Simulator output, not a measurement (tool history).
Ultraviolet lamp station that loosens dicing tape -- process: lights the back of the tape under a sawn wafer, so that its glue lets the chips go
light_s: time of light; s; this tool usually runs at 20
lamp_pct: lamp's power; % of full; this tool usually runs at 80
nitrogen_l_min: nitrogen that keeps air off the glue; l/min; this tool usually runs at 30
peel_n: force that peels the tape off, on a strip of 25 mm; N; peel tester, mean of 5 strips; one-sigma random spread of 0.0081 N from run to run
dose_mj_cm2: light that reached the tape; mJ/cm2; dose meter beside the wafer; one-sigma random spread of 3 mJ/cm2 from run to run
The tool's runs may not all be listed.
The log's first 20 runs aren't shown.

| run | day | light_s | lamp_pct | nitrogen_l_min | peel_n | dose_mj_cm2 |
|---|---|---|---|---|---|---|
| 21 | 54.025 | 16 | 82 | 30 | 1.262 | 242 |
| 22 | 56.538 | 16 | 82 | 30 | 1.39 | 231 |
|  | 57.583 | window cleaned of glue's vapour |
| 23 | 60.3 | 16 | 82 | 30 | 1.271 | 239 |
| 24 | 63.662 | 16 | 88 | 12 | 2.59 | 246 |
|  | 66.346 | lamp changed |
| 25 | 67.088 | 16 | 88 | 12 | 1.159 | 371 |
| 26 | 69.821 | 20 | 78 | 11 | 1.116 | 393 |
| 27 | 73.162 | 26 | 80 | 32 | 0.246 | 496 |
|  | 75.262 | window cleaned of glue's vapour |
| 28 | 76.558 | 26 | 80 | 32 | 0.241 | 526 |
| 29 | 78.871 | 20 | 61 | 11 | 1.916 | 300 |
| 30 | 82.675 | 27 | 61 | 22 | 0.601 | 378 |
| 31 | 85.283 | 27 | 61 | 22 | 0.685 | 367 |
| 32 | 87.904 | 10 | 74 | 19 | 3.48 | 157 |
| 33 | 91.562 | 27 | 74 | 41 | 0.327 | 404 |
|  | 92.796 | window cleaned of glue's vapour |
| 34 | 93.642 | 27 | 74 | 41 | 0.266 | 429 |
| 35 | 96.304 | 27 | 74 | 41 | 0.314 | 407 |
| 36 | 98.467 | 27 | 85 | 30 | 0.311 | 458 |
| 37 | 101.671 | 27 | 69 | 15 | 1.098 | 352 |
| 38 | 104.467 | 27 | 69 | 15 | 1.208 | 326 |
| 39 | 107.667 | 27 | 69 | 15 | 1.367 | 316 |
|  | 110.617 | window cleaned of glue's vapour |
| 40 | 111.129 | 26 | 80 | 33 | 0.463 | 371 |

Predict each of these 5 candidate next runs independently; none follows another, all start after run 40:
|  | 112.717 | lamp changed |
| A | 114.508 | 20 | 73 | 32 | ? | ? |
|  | 112.717 | lamp changed |
| B | 114.508 | 25 | 73 | 16 | ? | ? |
|  | 112.717 | lamp changed |
| C | 114.508 | 20 | 80 | 40 | ? | ? |
|  | 112.717 | lamp changed |
| D | 114.508 | 20 | 92 | 30 | ? | ? |
|  | 112.717 | lamp changed |
| E | 114.508 | 37 | 98 | 11 | ? | ? |

| run | peel_n | dose_mj_cm2 |
|---|---|---|
| A | 0.406 | 394 |
| B | 0.483 | 489 |
| C | 0.268 | 434 |
| D | 0.278 | 497 |
| E | 0.192 | 984 |
Without the tool's unlogged condition, the same runs would have read:
| run | peel_n | dose_mj_cm2 |
|---|---|---|
| A | 0.369 | 411 |
| B | 0.436 | 511 |
| C | 0.248 | 453 |
| D | 0.259 | 519 |
| E | 0.186 | 1027 |
